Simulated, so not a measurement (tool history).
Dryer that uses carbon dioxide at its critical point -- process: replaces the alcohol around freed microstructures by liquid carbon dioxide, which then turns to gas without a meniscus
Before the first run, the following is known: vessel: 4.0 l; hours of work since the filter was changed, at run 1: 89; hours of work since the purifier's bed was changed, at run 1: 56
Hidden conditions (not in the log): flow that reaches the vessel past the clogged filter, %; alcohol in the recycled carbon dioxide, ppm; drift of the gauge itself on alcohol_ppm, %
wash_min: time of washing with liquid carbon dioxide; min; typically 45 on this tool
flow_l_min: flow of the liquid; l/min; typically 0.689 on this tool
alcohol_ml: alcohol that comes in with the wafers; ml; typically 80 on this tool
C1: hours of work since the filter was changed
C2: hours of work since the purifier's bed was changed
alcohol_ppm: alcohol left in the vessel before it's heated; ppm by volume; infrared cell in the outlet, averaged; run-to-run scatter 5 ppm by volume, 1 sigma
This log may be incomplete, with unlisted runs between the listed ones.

run 1 day=0.000 | wash_min=45 flow_l_min=0.689 alcohol_ml=80 | C1=89 C2=56 | alcohol_ppm=29
run 2 day=1.367 | wash_min=45 flow_l_min=0.689 alcohol_ml=80 | C1=115 C2=81 | alcohol_ppm=33
run 3 day=2.833 | wash_min=45 flow_l_min=0.689 alcohol_ml=80 | C1=142 C2=109 | alcohol_ppm=29
run 4 day=3.662 | wash_min=45 flow_l_min=0.689 alcohol_ml=80 | C1=157 C2=124 | alcohol_ppm=37
run 5 day=4.967 | wash_min=45 flow_l_min=0.689 alcohol_ml=80 | C1=182 C2=148 | alcohol_ppm=38
run 6 day=6.479 | wash_min=45 flow_l_min=0.689 alcohol_ml=80 | C1=210 C2=177 | alcohol_ppm=45
run 7 day=7.388 | wash_min=45 flow_l_min=0.689 alcohol_ml=80 | C1=227 C2=193 | alcohol_ppm=45
run 8 day=8.667 | wash_min=45 flow_l_min=0.689 alcohol_ml=80 | C1=251 C2=217 | alcohol_ppm=47
run 9 day=10.129 | wash_min=45 flow_l_min=0.689 alcohol_ml=80 | C1=278 C2=245 | alcohol_ppm=55
run 10 day=11.262 | wash_min=45 flow_l_min=0.689 alcohol_ml=80 | C1=299 C2=266 | alcohol_ppm=60
run 11 day=12.383 | wash_min=45 flow_l_min=0.689 alcohol_ml=80 | C1=320 C2=286 | alcohol_ppm=55
-- day=13.717 inlet filter changed
run 12 day=13.929 | wash_min=45 flow_l_min=0.689 alcohol_ml=80 | C1=4 C2=315 | alcohol_ppm=27
run 13 day=15.446 | wash_min=45 flow_l_min=0.689 alcohol_ml=80 | C1=32 C2=343 | alcohol_ppm=41
run 14 day=17.000 | wash_min=45 flow_l_min=0.689 alcohol_ml=58 | C1=61 C2=372 | alcohol_ppm=39
run 15 day=17.775 | wash_min=45 flow_l_min=0.689 alcohol_ml=80 | C1=76 C2=386 | alcohol_ppm=45
run 16 day=18.650 | wash_min=45 flow_l_min=0.504 alcohol_ml=80 | C1=92 C2=403 | alcohol_ppm=148
run 17 day=20.308 | wash_min=45 flow_l_min=0.504 alcohol_ml=80 | C1=123 C2=433 | alcohol_ppm=155
run 18 day=21.100 | wash_min=45 flow_l_min=0.689 alcohol_ml=47 | C1=138 C2=448 | alcohol_ppm=39
run 19 day=21.871 | wash_min=45 flow_l_min=0.561 alcohol_ml=80 | C1=152 C2=463 | alcohol_ppm=109
run 20 day=23.521 | wash_min=45 flow_l_min=0.689 alcohol_ml=56 | C1=183 C2=493 | alcohol_ppm=41
run 21 day=24.496 | wash_min=45 flow_l_min=0.689 alcohol_ml=56 | C1=201 C2=511 | alcohol_ppm=52
run 22 day=26.025 | wash_min=45 flow_l_min=0.689 alcohol_ml=56 | C1=229 C2=540 | alcohol_ppm=53
run 23 day=27.438 | wash_min=45 flow_l_min=0.689 alcohol_ml=56 | C1=256 C2=566 | alcohol_ppm=54
run 24 day=28.200 | wash_min=45 flow_l_min=0.689 alcohol_ml=56 | C1=270 C2=581 | alcohol_ppm=58
run 25 day=29.562 | wash_min=45 flow_l_min=0.689 alcohol_ml=56 | C1=295 C2=606 | alcohol_ppm=59
run 26 day=30.579 | wash_min=52 flow_l_min=0.445 alcohol_ml=80 | C1=314 C2=625 | alcohol_ppm=195
run 27 day=31.308 | wash_min=29 flow_l_min=0.763 alcohol_ml=34 | C1=328 C2=638 | alcohol_ppm=128
-- day=32.208 inlet filter changed
run 28 day=32.375 | wash_min=29 flow_l_min=0.763 alcohol_ml=34 | C1=3 C2=658 | alcohol_ppm=96
run 29 day=33.162 | wash_min=60 flow_l_min=1.087 alcohol_ml=59 | C1=18 C2=672 | alcohol_ppm=34
run 30 day=33.958 | wash_min=60 flow_l_min=1.103 alcohol_ml=59 | C1=33 C2=687 | alcohol_ppm=37
run 31 day=34.662 | wash_min=45 flow_l_min=0.541 alcohol_ml=80 | C1=46 C2=700 | alcohol_ppm=125
run 32 day=35.562 | wash_min=45 flow_l_min=0.576 alcohol_ml=80 | C1=63 C2=717 | alcohol_ppm=102
run 33 day=36.412 | wash_min=29 flow_l_min=0.551 alcohol_ml=46 | C1=78 C2=733 | alcohol_ppm=387
run 34 day=37.550 | wash_min=30 flow_l_min=0.530 alcohol_ml=20 | C1=100 C2=754 | alcohol_ppm=188
run 35 day=38.812 | wash_min=30 flow_l_min=0.530 alcohol_ml=39 | C1=123 C2=777 | alcohol_ppm=339
run 36 day=39.571 | wash_min=30 flow_l_min=0.530 alcohol_ml=39 | C1=137 C2=792 | alcohol_ppm=337
run 37 day=40.429 | wash_min=35 flow_l_min=0.717 alcohol_ml=48 | C1=153 C2=808 | alcohol_ppm=95
run 38 day=41.621 | wash_min=32 flow_l_min=0.559 alcohol_ml=48 | C1=175 C2=830 | alcohol_ppm=313
run 39 day=42.971 | wash_min=31 flow_l_min=0.689 alcohol_ml=44 | C1=201 C2=855 | alcohol_ppm=169
run 40 day=44.154 | wash_min=35 flow_l_min=0.633 alcohol_ml=117 | C1=223 C2=877 | alcohol_ppm=320
run 41 day=45.629 | wash_min=35 flow_l_min=0.633 alcohol_ml=117 | C1=250 C2=905 | alcohol_ppm=323
run 42 day=47.283 | wash_min=58 flow_l_min=0.689 alcohol_ml=80 | C1=281 C2=935 | alcohol_ppm=47
run 43 day=48.767 | wash_min=58 flow_l_min=0.689 alcohol_ml=80 | C1=309 C2=963 | alcohol_ppm=54
run 44 day=49.992 | wash_min=29 flow_l_min=0.441 alcohol_ml=42 | C1=331 C2=986 | alcohol_ppm=803
-- day=50.746 inlet filter changed
run 45 day=51.204 | wash_min=45 flow_l_min=0.689 alcohol_ml=44 | C1=9 C2=1008 | alcohol_ppm=63
run 46 day=52.592 | wash_min=45 flow_l_min=0.689 alcohol_ml=44 | C1=34 C2=1034 | alcohol_ppm=61
run 47 day=53.862 | wash_min=45 flow_l_min=0.689 alcohol_ml=44 | C1=58 C2=1057 | alcohol_ppm=68
run 48 day=55.271 | wash_min=45 flow_l_min=1.024 alcohol_ml=55 | C1=84 C2=1083 | alcohol_ppm=55

Forecast each of these 3 alternatives for the next run:
run A day=56.908 | wash_min=49 flow_l_min=0.934 alcohol_ml=113 | C1=115 C2=1114 | alcohol_ppm=?
run B day=56.908 | wash_min=61 flow_l_min=0.468 alcohol_ml=55 | C1=115 C2=1114 | alcohol_ppm=?
run C day=56.908 | wash_min=47 flow_l_min=0.630 alcohol_ml=100 | C1=115 C2=1114 | alcohol_ppm=?

run=A alcohol_ppm=61
run=B alcohol_ppm=92
run=C alcohol_ppm=97
The same runs, with their run-to-run variation unchanged, on a tool lacking any hidden condition would have given:
run=A alcohol_ppm=9
run=B alcohol_ppm=34
run=C alcohol_ppm=38
